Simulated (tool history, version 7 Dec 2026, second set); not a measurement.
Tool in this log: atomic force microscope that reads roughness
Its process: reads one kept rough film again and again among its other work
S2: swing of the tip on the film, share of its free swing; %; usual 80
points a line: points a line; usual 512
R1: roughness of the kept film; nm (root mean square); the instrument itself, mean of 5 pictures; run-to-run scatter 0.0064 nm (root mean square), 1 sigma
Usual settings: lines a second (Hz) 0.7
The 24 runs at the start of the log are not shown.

{"hour": 469.2, "done": "new tip fitted"}
{"run": 25, "hour": 477.7, "lines a second (Hz)": 0.673, "S2": 80, "points a line": 637, "R1": 1.238}
{"run": 26, "hour": 501.6, "lines a second (Hz)": 1.79, "S2": 77, "points a line": 339, "R1": 1.17}
{"run": 27, "hour": 523.5, "lines a second (Hz)": 1.79, "S2": 77, "points a line": 339, "R1": 1.155}
{"run": 28, "hour": 538.4, "lines a second (Hz)": 1.941, "S2": 77, "points a line": 955, "R1": 1.156}
{"run": 29, "hour": 566.1, "lines a second (Hz)": 2.567, "S2": 80, "points a line": 512, "R1": 1.102}
{"run": 30, "hour": 585.3, "lines a second (Hz)": 2.14, "S2": 84, "points a line": 512, "R1": 1.093}
{"run": 31, "hour": 613.6, "lines a second (Hz)": 2.364, "S2": 59, "points a line": 512, "R1": 1.234}
{"hour": 625.6, "done": "new tip fitted"}
{"run": 32, "hour": 638.8, "lines a second (Hz)": 1.42, "S2": 90, "points a line": 451, "R1": 1.109}
{"run": 33, "hour": 658.2, "lines a second (Hz)": 0.544, "S2": 56, "points a line": 512, "R1": 1.287}
{"run": 34, "hour": 686.1, "lines a second (Hz)": 1.71, "S2": 61, "points a line": 1009, "R1": 1.259}
{"run": 35, "hour": 701.9, "lines a second (Hz)": 1.71, "S2": 61, "points a line": 1009, "R1": 1.249}
{"run": 36, "hour": 722.1, "lines a second (Hz)": 2.006, "S2": 80, "points a line": 512, "R1": 1.144}
{"run": 37, "hour": 742.1, "lines a second (Hz)": 2.006, "S2": 80, "points a line": 326, "R1": 1.124}

Forecast each of these 3 alternatives for the next run:
{"run": "A", "hour": 760.3, "lines a second (Hz)": 2.294, "S2": 69, "points a line": 851, "R1": "?"}
{"run": "B", "hour": 760.3, "lines a second (Hz)": 1.427, "S2": 84, "points a line": 512, "R1": "?"}
{"run": "C", "hour": 760.3, "lines a second (Hz)": 0.7, "S2": 76, "points a line": 512, "R1": "?"}

run=A R1=1.192
run=B R1=1.153
run=C R1=1.242
Without the tool's unlogged condition, the same runs would have read:
run=A R1=1.195
run=B R1=1.156
run=C R1=1.245
